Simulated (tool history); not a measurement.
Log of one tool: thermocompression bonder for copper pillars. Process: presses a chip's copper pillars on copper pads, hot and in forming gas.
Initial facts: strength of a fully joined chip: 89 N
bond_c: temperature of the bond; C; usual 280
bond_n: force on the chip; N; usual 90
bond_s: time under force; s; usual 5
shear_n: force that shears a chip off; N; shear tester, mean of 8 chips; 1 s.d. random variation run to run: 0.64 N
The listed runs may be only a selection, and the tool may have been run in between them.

run	day	bond_c	bond_n	bond_s	shear_n
1	0	280	90	5	56.1
2	3.329	280	90	10	66.7
# day 4.404: forming gas filter changed
3	6.433	280	90	10	66
4	9.071	280	90	10	66.6
5	11.125	280	90	10	66.4
6	13.379	280	90	11	66.9
7	15.558	272	90	11	64.4
8	18.525	272	90	11	65.8
9	20.95	298	90	14	78
10	23.317	296	55	3	35.8
11	24.771	280	90	12	68.8
# day 25.196: forming gas filter changed
12	27.325	280	90	12	70.5
13	30.629	301	90	14	78.1

3 options for the next run, each taken on its own from the tool as it stands now. Forecast them:
A	33.104	303	90	13	?
B	33.104	251	128	6	?
C	33.104	280	90	11	?

run	shear_n
A	78.1
B	59.1
C	68.2
The same runs, with their run-to-run variation unchanged, on a tool lacking any hidden condition would have given:
run	shear_n
A	78.2
B	59.3
C	68.3
